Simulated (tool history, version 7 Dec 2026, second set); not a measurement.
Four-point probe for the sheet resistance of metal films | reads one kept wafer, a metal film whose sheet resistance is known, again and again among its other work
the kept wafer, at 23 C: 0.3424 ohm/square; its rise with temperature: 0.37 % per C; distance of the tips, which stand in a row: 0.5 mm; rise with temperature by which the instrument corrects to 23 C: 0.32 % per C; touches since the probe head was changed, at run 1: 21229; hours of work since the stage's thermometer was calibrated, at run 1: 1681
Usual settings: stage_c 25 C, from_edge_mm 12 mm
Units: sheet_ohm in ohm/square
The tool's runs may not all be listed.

run,hour,stage_c,from_edge_mm,touches since the probe head was changed,hours of work since the stage's thermometer was calibrated,sheet_ohm
1,0.0,25,12,21229,1681,0.342773
2,62.4,25,12,22123,1724,0.342867
3,190.3,25,12,23953,1811,0.342940
# hour 273.8: stage's thermometer calibrated
4,330.6,25,12,25953,39,0.343401
5,421.5,25,12,27254,101,0.343540
6,520.0,25,12,28664,168,0.343481
7,653.5,25,12,30575,259,0.343544
8,751.5,25,12,31977,326,0.343757
9,848.9,25,12,33372,392,0.343642
10,972.7,25,14,35143,477,0.343589

Forecast each of these 4 alternatives for the next run:
A,1064.5,24,4,36457,539,?
B,1064.5,23,4,36457,539,?
C,1064.5,30,3,36457,539,?
D,1064.5,22,12,36457,539,?

run,sheet_ohm
A,0.346043
B,0.345772
C,0.349305
D,0.343171
Without the tool's hidden state the same runs would have given:
run,sheet_ohm
A,0.345430
B,0.345161
C,0.348682
D,0.342564
